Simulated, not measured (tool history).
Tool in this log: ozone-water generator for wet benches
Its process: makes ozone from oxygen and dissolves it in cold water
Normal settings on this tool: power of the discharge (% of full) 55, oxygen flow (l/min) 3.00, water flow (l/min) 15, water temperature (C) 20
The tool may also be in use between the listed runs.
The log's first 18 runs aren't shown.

| run | day | power of the discharge (% of full) | oxygen flow (l/min) | water flow (l/min) | water temperature (C) | dissolved ozone (ppm) | ozone in the gas ahead of the water (g/m3) |
|---|---|---|---|---|---|---|---|
| 19 | 65.050 | 83 | 4.77 | 11 | 17 | 15.2 | 112.9 |
| 20 | 67.571 | 80 | 3.00 | 23 | 20 | 7.6 | 140.8 |
| 21 | 70.204 | 80 | 3.00 | 23 | 20 | 7.6 | 140.3 |
| 22 | 74.229 | 51 | 4.54 | 15 | 20 | 8.6 | 86.2 |
|  | 74.829 | contactor cleaned |
| 23 | 76.642 | 51 | 4.54 | 15 | 20 | 8.4 | 86.1 |
| 24 | 81.371 | 51 | 4.54 | 15 | 20 | 8.5 | 85.7 |
| 25 | 83.867 | 44 | 2.91 | 13 | 17 | 9.0 | 98.9 |
| 26 | 86.858 | 44 | 2.91 | 13 | 17 | 9.1 | 98.0 |
|  | 90.450 | contactor cleaned, once more |
| 27 | 90.450 | 55 | 3.00 | 21 | 20 | 6.7 | 110.7 |
| 28 | 92.812 | 98 | 3.54 | 18 | 12 | 12.6 | 143.9 |
| 29 | 95.150 | 75 | 3.00 | 15 | 20 | 11.2 | 132.7 |
| 30 | 99.121 | 75 | 3.00 | 15 | 20 | 11.0 | 133.0 |
| 31 | 101.967 | 75 | 3.00 | 15 | 20 | 11.3 | 132.7 |
| 32 | 106.017 | 100 | 1.72 | 15 | 20 | 12.3 | 211.3 |
| 33 | 109.858 | 94 | 2.36 | 18 | 20 | 10.6 | 171.1 |

Each row is a separate what-if for the run after 33, all from the same tool condition, not one after another. Results?
| A | 114.258 | 55 | 3.00 | 15 | 12 | ? | ? |
| B | 114.258 | 94 | 1.81 | 12 | 20 | ? | ? |
| C | 114.258 | 94 | 3.34 | 21 | 15 | ? | ? |
| D | 114.258 | 45 | 2.36 | 18 | 20 | ? | ? |

| run | dissolved ozone (ppm) | ozone in the gas ahead of the water (g/m3) |
|---|---|---|
| A | 10.0 | 108.0 |
| B | 14.5 | 197.8 |
| C | 9.9 | 143.1 |
| D | 6.9 | 109.5 |
With no hidden state in the tool, these same runs would have given:
| run | dissolved ozone (ppm) | ozone in the gas ahead of the water (g/m3) |
|---|---|---|
| A | 11.1 | 118.6 |
| B | 16.6 | 225.0 |
| C | 11.4 | 162.7 |
| D | 7.5 | 118.5 |
